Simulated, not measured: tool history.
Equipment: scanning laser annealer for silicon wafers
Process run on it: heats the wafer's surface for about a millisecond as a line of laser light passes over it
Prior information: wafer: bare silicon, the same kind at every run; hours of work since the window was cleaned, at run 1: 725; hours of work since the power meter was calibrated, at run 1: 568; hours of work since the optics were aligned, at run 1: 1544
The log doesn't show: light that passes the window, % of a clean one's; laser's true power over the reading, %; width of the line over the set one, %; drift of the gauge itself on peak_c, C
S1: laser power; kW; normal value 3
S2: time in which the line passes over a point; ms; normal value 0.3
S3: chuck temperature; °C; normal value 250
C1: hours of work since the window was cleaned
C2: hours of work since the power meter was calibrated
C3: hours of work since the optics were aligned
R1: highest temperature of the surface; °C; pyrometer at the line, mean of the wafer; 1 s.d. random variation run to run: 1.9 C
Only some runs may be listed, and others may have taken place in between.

run,hour,S1,S2,S3,C1,C2,C3,R1
1,0,3,0.3,250,725,568,1544,1054
2,13.9,3,0.3,250,733,575,1552,1053
3,40.3,3,0.3,250,747,590,1566,1054
4,61.4,3,0.3,250,759,601,1577,1052
5,81.7,3,0.3,250,770,612,1589,1051
6,94.3,3,0.3,250,777,619,1595,1052
7,117,3,0.3,249,789,632,1608,1052
8,139.9,3,0.3,250,802,644,1620,1050
9,160.8,3.096,0.3,250,813,655,1632,1079
10,176.4,3,0.253,250,821,664,1640,985
11,196.9,2.596,0.3,250,833,675,1651,934
12,212.7,3.194,0.3,250,841,684,1660,1104
13,238.3,3,0.3,258,855,698,1674,1056
14,254.8,3,0.3,233,864,707,1683,1030
# hour 265.5: window over the wafer cleaned
15,276.7,3,0.3,233,6,718,1694,1057
16,293.1,3,0.3,264,15,726,1703,1087
17,316.8,3,0.3,215,28,739,1715,1034
18,342.7,3,0.312,250,42,753,1730,1086
19,363,3,0.312,250,53,764,1741,1086
20,376.7,3,0.312,250,61,772,1748,1086
21,390.1,3.288,0.312,250,68,779,1755,1176
22,410.3,3.288,0.312,250,79,790,1766,1172
23,428.9,3.288,0.312,250,89,800,1776,1174
24,441.4,3.252,0.337,275,96,807,1783,1223
25,465.2,3.252,0.337,275,109,820,1796,1220
26,477.4,3.252,0.337,275,115,827,1803,1222
27,500.5,2.683,0.272,275,128,839,1815,968
28,512.2,2.731,0.375,241,134,846,1822,1067
29,537.4,2.731,0.375,241,148,859,1836,1063
30,552.4,3.159,0.234,255,156,868,1844,1021
31,565.9,2.555,0.231,226,164,875,1851,834
32,589.6,2.555,0.231,226,176,888,1864,828
33,602.8,3,0.236,289,184,895,1871,1018
34,622.8,3,0.25,290,195,906,1882,1037
35,646.3,2.899,0.25,290,207,919,1895,1008
36,668.4,2.899,0.25,263,219,931,1907,982
37,679.2,2.964,0.3,250,225,937,1913,1057
38,704.2,2.881,0.228,247,239,950,1926,927
39,726.8,2.881,0.228,247,251,963,1939,930
40,739,2.833,0.228,247,258,969,1945,915
41,764.1,2.833,0.228,247,271,983,1959,916

Selected run-to-run steps in R1, each split into two signed amounts: the part the tool would show with no hidden state at all (from settings, incoming material and random variation), and the remainder, which goes to the hidden state together with any gauge scatter not common to the measured and the hidden-state-free results:
Run 9 -> 10: S1 3.096 -> 3, S2 0.3 -> 0.253. R1 -94 °C: hidden state +4, all else -98.
Run 11 -> 12: S1 2.596 -> 3.194. R1 +170 °C: hidden state -9, all else +179.
Run 14 -> 15: window over the wafer cleaned. R1 +27 °C: hidden state +25, all else +2.
Run 26 -> 27: S1 3.252 -> 2.683, S2 0.337 -> 0.272. R1 -254 °C: hidden state +4, all else -258.
Run 30 -> 31: S1 3.159 -> 2.555, S2 0.234 -> 0.231, S3 255 -> 226. R1 -187 °C: hidden state +3, all else -190.
Run 32 -> 33: S1 2.555 -> 3, S2 0.231 -> 0.236, S3 226 -> 289. R1 +190 °C: hidden state -3, all else +193.

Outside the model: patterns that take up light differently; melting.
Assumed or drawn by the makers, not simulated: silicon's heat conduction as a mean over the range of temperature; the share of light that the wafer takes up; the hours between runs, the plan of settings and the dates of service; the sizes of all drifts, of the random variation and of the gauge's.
